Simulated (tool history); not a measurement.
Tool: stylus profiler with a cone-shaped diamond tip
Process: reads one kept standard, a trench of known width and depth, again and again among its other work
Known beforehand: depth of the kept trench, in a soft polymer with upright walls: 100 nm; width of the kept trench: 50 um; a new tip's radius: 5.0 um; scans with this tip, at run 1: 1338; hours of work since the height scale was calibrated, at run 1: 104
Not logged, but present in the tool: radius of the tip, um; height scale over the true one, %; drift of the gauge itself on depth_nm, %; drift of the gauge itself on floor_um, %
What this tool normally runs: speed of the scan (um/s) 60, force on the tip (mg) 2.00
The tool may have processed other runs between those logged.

run	day	speed of the scan (um/s)	force on the tip (mg)	scans with this tip	hours of work since the height scale was calibrated	depth of the trench (angstrom)	width of the trench's floor (µm)
1	0.000	60	2.00	1338	104	1007.1	47.54
2	1.467	60	2.00	1538	119	1007.2	47.55
3	2.450	60	2.00	1673	130	1007.9	47.62
4	4.112	29	2.00	1900	147	1007.4	47.85
5	5.225	60	0.86	2053	159	1004.8	47.36
6	7.029	60	0.86	2299	178	1004.8	47.29
7	8.125	60	0.86	2449	190	1004.3	47.34
8	10.050	60	2.00	2712	210	1007.5	47.56
9	11.467	60	2.00	2906	226	1007.4	47.59
10	13.650	43	2.00	3204	249	1008.1	47.65
11	15.854	43	2.00	3506	272	1007.3	47.73
12	17.821	60	2.00	3775	293	1007.2	47.64
13	18.779	60	2.00	3906	303	1007.6	47.55
14	21.008	60	4.06	4211	327	1012.0	47.64
15	22.642	60	4.06	4434	344	1011.4	47.68
16	23.671	60	2.00	4574	355	1007.8	47.57
17	24.908	60	1.48	4744	368	1006.2	47.50
18	26.988	60	1.48	5028	390	1006.3	47.48
19	28.950	60	1.48	5296	411	1006.4	47.52
20	30.958	60	1.48	5571	432	1006.3	47.48
21	32.583	60	2.00	5793	450	1008.3	47.55
22	33.758	17	2.00	5954	462	1007.3	47.93
23	35.671	17	2.00	6216	482	1007.4	47.88
24	36.950	17	2.00	6390	496	1007.1	47.90
25	38.121	148	5.37	6550	508	1014.4	47.31
26	39.342	75	5.32	6717	521	1015.1	47.67
27	40.879	75	5.32	6927	538	1014.8	47.72
28	41.875	53	0.87	7064	548	1004.8	47.45
29	42.921	24	0.70	7207	559	1003.6	47.74
30	44.071	219	1.17	7364	571	1005.3	45.89
31	46.075	195	4.02	7638	593	1013.1	47.05
32	47.538	153	1.77	7838	608	1006.9	46.83
33	49.188	153	1.77	8064	626	1007.2	46.83
34	50.175	153	1.77	8198	636	1006.6	46.83
35	51.708	60	1.09	8408	653	1004.8	47.41
36	53.733	60	1.09	8685	674	1005.2	47.43
37	55.954	107	2.16	8989	698	1008.2	47.28
38	57.683	115	1.91	9225	716	1007.5	47.13
39	59.312	115	5.40	9448	733	1014.9	47.53
40	61.446	115	5.40	9739	756	1014.8	47.50
41	63.429	33	0.71	10011	777	1003.1	47.59
42	64.988	33	0.71	10224	793	1004.7	47.58
43	66.200	33	1.74	10390	806	1006.3	47.75
44	67.858	31	1.23	10616	824	1004.9	47.72
45	69.792	31	1.23	10881	844	1005.0	47.73
46	71.338	38	1.06	11092	861	1004.8	47.63
47	72.638	79	1.06	11270	875	1004.7	47.21

Alternative continuations, all from the tool just after run 47; predict every row:
A	73.971	60	1.50	11452	889	?	?
B	73.971	119	0.95	11452	889	?	?
C	73.971	21	0.87	11452	889	?	?

run	depth of the trench (angstrom)	width of the trench's floor (µm)
A	1006.2	47.45
B	1004.2	46.73
C	1004.9	47.78
Had the tool no hidden state, the same runs would have come out as:
run	depth of the trench (angstrom)	width of the trench's floor (µm)
A	1006.1	47.45
B	1004.2	46.73
C	1004.9	47.79
